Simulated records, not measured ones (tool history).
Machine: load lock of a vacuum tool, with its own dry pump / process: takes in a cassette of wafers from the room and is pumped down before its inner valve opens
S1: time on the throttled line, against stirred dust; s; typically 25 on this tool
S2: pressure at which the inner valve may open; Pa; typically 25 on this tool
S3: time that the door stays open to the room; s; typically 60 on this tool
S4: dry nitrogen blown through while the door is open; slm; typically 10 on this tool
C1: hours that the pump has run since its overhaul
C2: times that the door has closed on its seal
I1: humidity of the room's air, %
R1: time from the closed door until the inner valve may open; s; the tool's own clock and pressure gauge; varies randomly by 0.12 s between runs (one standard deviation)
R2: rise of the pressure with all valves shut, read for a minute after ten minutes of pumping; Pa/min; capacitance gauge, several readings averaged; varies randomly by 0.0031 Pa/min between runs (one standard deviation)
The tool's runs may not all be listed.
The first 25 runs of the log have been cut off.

run      day  S1  S2   S3  S4     C1     C2    I1    R1     R2
 26  349.383  46  46   60   6  11217  32849  45.9    50  0.082
 27  360.246  46  46   60   6  11477  33693  45.3  50.2  0.083
 28  371.254  28  33   60  18  11742  34548  45.7  34.6  0.054
 29  386.804  25  25  158  10  12115  35757    44  32.2  0.096
 30   398.45  25  18   60  15  12394  36662  43.9  32.9  0.063
 31  414.662  25  18   60  15  12783  37922  46.8  32.6  0.058
 32  428.904  39  25  142  10  13125  39028  44.8  44.9  0.094
 33  446.817  21  31  109  22  13555  40421  49.2  28.7  0.069
 34  456.512  21  31  109  22  13788  41174  47.3  28.5  0.064
 35  468.454  15  31  177  22  14074  42102  43.8  23.1  0.072
 36  485.888  13  42   51   8  14493  43457  46.6  21.1  0.081
     499.112  -- door's seal changed, seat wiped
 37    503.6  13  42   51   8  14916    349  44.9  20.9  0.068

Consider 4 possible next runs. They are alternatives, not a sequence: every one starts from the tool as it was left by run 37. What does each give?
  A  514.738  25  26  60  10  15184  1215  44.3   ?   ?
  B  514.738  25  25  59  13  15184  1215  47.7   ?   ?
  C  514.738  25  46  60  18  15184  1215  41.8   ?   ?
  D  514.738  15  48  60  26  15184  1215  44.8   ?   ?

run    R1     R2
  A  32.6  0.065
  B  32.5  0.064
  C  31.7  0.052
  D  22.7  0.047
With the hidden condition removed and each run's random variation left untouched, the same runs would have given:
run    R1     R2
  A  32.6  0.065
  B  32.5  0.064
  C  31.7  0.052
  D  22.7  0.047
